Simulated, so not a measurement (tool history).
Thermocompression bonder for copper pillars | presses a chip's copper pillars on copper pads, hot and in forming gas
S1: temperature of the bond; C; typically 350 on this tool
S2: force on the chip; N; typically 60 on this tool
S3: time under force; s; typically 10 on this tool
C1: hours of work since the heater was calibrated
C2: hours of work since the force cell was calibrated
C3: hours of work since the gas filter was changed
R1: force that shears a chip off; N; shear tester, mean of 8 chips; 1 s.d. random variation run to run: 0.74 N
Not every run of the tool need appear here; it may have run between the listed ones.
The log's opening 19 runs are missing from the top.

run   hour   S1  S2  S3   C1  C2   C3    R1
 20  145.1  350  60   7  342  12  241  43.2
 21  152.8  350  60   7  345  16  244  41.7
     156.6  -- forming gas filter changed
 22  158.3  344  65  10  347  18    1  51.4
 23  162.8  344  65  10  349  19    3  52.6
 24  170.9  336  51  10  353  23    6  42.7
 25  177.7  330  66  12  355  26    9  50.4
 26  186.8  376  60  10  359  29   13  62.1
 27  195.8  376  70  13  363  33   16  74.8
 28  203.1  351  60  10  366  36   19  50.8
 29  209.0  351  60   7  368  39   22  45.4
 30  213.6  351  60   7  370  41   24  44.2
 31  218.6  326  78  12  372  43   26  52.4
 32  227.1  342  44  19  376  46   29  54.3
 33  235.4  350  42  16  379  50   33  51.3
 34  240.0  344  45  22  381  51   35  58.6
 35  249.4  344  45  22  385  55   39  58.3
 36  253.7  326  63  16  387  57   40  51.5
 37  259.2  363  41  13  389  59   43  53.0
 38  266.2  350  73  11  392  62   46  58.4
 39  274.3  350  73  23  396  66   49  76.1
 40  283.5  341  55  16  399  70   53  54.1

Below are 3 alternative next runs, each starting from the tool's condition after run 40. Predict each:
  A  290.1  345  55  16  402  72  55   ?
  B  290.1  321  60  10  402  72  55   ?
  C  290.1  350  66  16  402  72  55   ?

run    R1
  A  57.8
  B  40.2
  C  64.5
Stripped of hidden state, with their random variation kept, the same runs would have yielded:
run    R1
  A  61.7
  B  43.4
  C  68.7
